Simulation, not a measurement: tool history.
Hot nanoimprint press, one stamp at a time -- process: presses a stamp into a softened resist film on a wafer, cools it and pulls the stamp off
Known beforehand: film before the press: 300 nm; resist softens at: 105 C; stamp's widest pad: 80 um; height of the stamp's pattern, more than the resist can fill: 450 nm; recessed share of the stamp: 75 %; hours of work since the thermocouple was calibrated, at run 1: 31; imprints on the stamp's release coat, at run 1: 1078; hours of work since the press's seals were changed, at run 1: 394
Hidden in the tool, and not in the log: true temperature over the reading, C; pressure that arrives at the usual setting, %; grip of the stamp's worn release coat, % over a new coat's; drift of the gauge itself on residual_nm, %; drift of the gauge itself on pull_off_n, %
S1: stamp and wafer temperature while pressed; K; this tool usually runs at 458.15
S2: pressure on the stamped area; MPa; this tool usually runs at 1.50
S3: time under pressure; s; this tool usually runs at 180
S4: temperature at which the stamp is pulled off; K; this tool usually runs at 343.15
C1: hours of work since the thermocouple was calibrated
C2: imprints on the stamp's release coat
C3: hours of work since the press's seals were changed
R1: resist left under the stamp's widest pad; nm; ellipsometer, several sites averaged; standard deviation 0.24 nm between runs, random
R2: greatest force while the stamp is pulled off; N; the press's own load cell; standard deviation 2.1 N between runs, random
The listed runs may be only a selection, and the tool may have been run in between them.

run	day	S1	S2	S3	S4	C1	C2	C3	R1	R2
1	0.000	458.15	1.50	180	343.15	31	1078	394	113.9	145
2	1.092	458.15	1.50	180	343.15	51	1176	415	113.5	155
3	2.475	458.15	1.50	180	343.15	77	1300	441	113.6	159
4	3.367	458.15	1.50	180	343.15	94	1380	457	113.4	161
5	4.688	458.15	1.50	180	343.15	119	1498	482	113.6	170
6	5.808	458.15	1.50	169	343.15	140	1598	503	116.6	173
7	7.179	458.15	1.24	169	343.15	165	1721	529	126.5	178
# day 8.833: stamp cleaned and given a new release coat
8	8.833	458.15	1.35	169	343.15	192	0	555	121.6	94
9	9.788	458.15	1.35	169	343.15	210	86	573	121.6	98
10	10.625	458.15	1.35	169	343.15	225	160	589	121.2	103
11	11.975	458.15	1.61	169	343.15	251	281	614	111.6	105
12	13.050	458.15	1.61	169	343.15	271	378	634	111.2	114
# day 13.342: plate thermocouple calibrated
13	14.708	458.15	1.61	169	343.15	26	515	663	110.4	118
14	15.458	458.15	1.50	181	343.15	40	582	677	110.9	125
15	16.450	460.15	1.50	180	343.15	58	671	695	101.5	122
16	17.250	460.15	1.50	180	338.15	73	743	711	101.1	132
17	18.721	466.15	1.11	102	341.15	101	874	738	113.6	136

What will run 18 give?
18	20.167	466.15	1.11	102	341.15	128	1004	765	?	?

{"run 18": {"R1": 112.7, "R2": 142}}
The same run, on a tool lacking any hidden state, would have yielded R1 114.8 nm, R2 97 N.
